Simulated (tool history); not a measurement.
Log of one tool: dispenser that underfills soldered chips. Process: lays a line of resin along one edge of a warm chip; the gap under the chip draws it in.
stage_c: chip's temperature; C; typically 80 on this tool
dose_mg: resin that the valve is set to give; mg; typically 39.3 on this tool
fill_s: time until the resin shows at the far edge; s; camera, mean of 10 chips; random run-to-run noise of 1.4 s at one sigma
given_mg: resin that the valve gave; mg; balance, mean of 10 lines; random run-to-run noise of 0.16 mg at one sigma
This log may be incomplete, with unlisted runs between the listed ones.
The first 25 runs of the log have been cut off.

{"run": 26, "day": 6.071, "stage_c": 80, "dose_mg": 34.4, "fill_s": 210.2, "given_mg": 33.6}
{"day": 6.129, "done": "new syringe of resin"}
{"run": 27, "day": 6.292, "stage_c": 80, "dose_mg": 37.2, "fill_s": 150.8, "given_mg": 35.98}
{"run": 28, "day": 6.492, "stage_c": 74, "dose_mg": 50.8, "fill_s": 199.4, "given_mg": 49.03}
{"day": 6.754, "done": "dispensing valve cleaned and set on the balance"}
{"run": 29, "day": 6.8, "stage_c": 77, "dose_mg": 36.5, "fill_s": 226.5, "given_mg": 36.26}
{"day": 6.829, "done": "new syringe of resin"}
{"run": 30, "day": 7.108, "stage_c": 88, "dose_mg": 39.3, "fill_s": 128.9, "given_mg": 39.21}
{"run": 31, "day": 7.333, "stage_c": 84, "dose_mg": 45.3, "fill_s": 164.8, "given_mg": 45.02}
{"day": 7.512, "done": "new syringe of resin"}
{"run": 32, "day": 7.542, "stage_c": 84, "dose_mg": 45.3, "fill_s": 120.4, "given_mg": 44.83}
{"run": 33, "day": 7.829, "stage_c": 85, "dose_mg": 39.1, "fill_s": 142.6, "given_mg": 38.52}
{"run": 34, "day": 8.058, "stage_c": 85, "dose_mg": 39.1, "fill_s": 171.3, "given_mg": 38.35}
{"day": 8.196, "done": "new syringe of resin"}
{"run": 35, "day": 8.321, "stage_c": 82, "dose_mg": 48.9, "fill_s": 128.7, "given_mg": 47.98}
{"run": 36, "day": 8.5, "stage_c": 91, "dose_mg": 39, "fill_s": 118, "given_mg": 38.31}

4 ways to go on from here, each from the tool as it stands after run 36. What would each give?
{"run": "A", "day": 8.775, "stage_c": 91, "dose_mg": 44, "fill_s": "?", "given_mg": "?"}
{"run": "B", "day": 8.775, "stage_c": 67, "dose_mg": 39.3, "fill_s": "?", "given_mg": "?"}
{"run": "C", "day": 8.775, "stage_c": 92, "dose_mg": 39.3, "fill_s": "?", "given_mg": "?"}
{"run": "D", "day": 8.775, "stage_c": 80, "dose_mg": 41.4, "fill_s": "?", "given_mg": "?"}

run=A fill_s=141.8 given_mg=43.21
run=B fill_s=280.3 given_mg=38.45
run=C fill_s=142.3 given_mg=38.41
run=D fill_s=193.4 given_mg=40.39
Take away the tool's hidden state, keep each run's random variation, and the runs would have read:
run=A fill_s=101.9 given_mg=44.35
run=B fill_s=202.6 given_mg=39.47
run=C fill_s=102 given_mg=39.43
run=D fill_s=139.4 given_mg=41.46
